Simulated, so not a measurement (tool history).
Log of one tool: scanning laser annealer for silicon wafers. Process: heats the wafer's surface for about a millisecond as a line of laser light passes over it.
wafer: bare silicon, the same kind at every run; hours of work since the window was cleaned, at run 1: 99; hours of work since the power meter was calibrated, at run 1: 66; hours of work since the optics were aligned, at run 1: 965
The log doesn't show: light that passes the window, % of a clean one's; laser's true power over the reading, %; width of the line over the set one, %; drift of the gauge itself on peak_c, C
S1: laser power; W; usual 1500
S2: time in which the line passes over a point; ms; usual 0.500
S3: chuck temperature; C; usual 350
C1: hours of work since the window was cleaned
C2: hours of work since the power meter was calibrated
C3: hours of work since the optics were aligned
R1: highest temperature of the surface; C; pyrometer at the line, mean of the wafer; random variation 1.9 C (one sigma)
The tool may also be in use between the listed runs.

| run | day | S1 | S2 | S3 | C1 | C2 | C3 | R1 |
|---|---|---|---|---|---|---|---|---|
| 1 | 0.000 | 1500 | 0.500 | 350 | 99 | 66 | 965 | 1073 |
| 2 | 0.517 | 1500 | 0.500 | 350 | 108 | 75 | 974 | 1070 |
| 3 | 1.162 | 1500 | 0.500 | 358 | 119 | 86 | 985 | 1082 |
| 4 | 1.688 | 1500 | 0.500 | 358 | 128 | 95 | 994 | 1077 |
| 5 | 2.192 | 1500 | 0.500 | 358 | 137 | 104 | 1003 | 1079 |
| 6 | 2.508 | 1500 | 0.500 | 350 | 142 | 110 | 1009 | 1069 |
| 7 | 3.142 | 1500 | 0.500 | 350 | 153 | 120 | 1020 | 1069 |
| 8 | 3.529 | 1500 | 0.500 | 350 | 160 | 127 | 1026 | 1068 |
| 9 | 3.833 | 1500 | 0.500 | 350 | 165 | 132 | 1032 | 1069 |
| 10 | 4.446 | 1642 | 0.500 | 350 | 176 | 143 | 1042 | 1127 |
| 11 | 4.792 | 1500 | 0.500 | 350 | 182 | 149 | 1048 | 1068 |
| 12 | 5.400 | 1500 | 0.500 | 371 | 192 | 160 | 1059 | 1090 |
| 13 | 5.771 | 1500 | 0.500 | 371 | 199 | 166 | 1065 | 1088 |
| 14 | 6.404 | 1500 | 0.500 | 350 | 210 | 177 | 1076 | 1066 |
| 15 | 6.817 | 1275 | 0.500 | 350 | 217 | 184 | 1083 | 963 |
| 16 | 7.429 | 1275 | 0.500 | 350 | 227 | 195 | 1094 | 965 |
| 17 | 7.738 | 1275 | 0.500 | 350 | 233 | 200 | 1099 | 968 |
| 18 | 8.217 | 1275 | 0.500 | 350 | 241 | 208 | 1107 | 964 |
| 19 | 8.575 | 1275 | 0.500 | 350 | 247 | 214 | 1113 | 964 |
| 20 | 8.846 | 1409 | 0.500 | 350 | 252 | 219 | 1118 | 1022 |
| 21 | 9.296 | 1409 | 0.500 | 350 | 260 | 227 | 1126 | 1025 |
| 22 | 9.821 | 1409 | 0.500 | 350 | 269 | 236 | 1135 | 1022 |
| 23 | 10.362 | 1298 | 0.376 | 374 | 278 | 245 | 1144 | 906 |
| 24 | 10.933 | 1298 | 0.376 | 374 | 288 | 255 | 1154 | 905 |
| 25 | 11.242 | 1353 | 0.385 | 375 | 293 | 260 | 1159 | 933 |

Forecast run 26:
| 26 | 11.792 | 1353 | 0.385 | 375 | 303 | 270 | 1169 | ? |

{"run 26": {"R1": 932}}
Without the tool's hidden state the same run would have given R1 951 C.
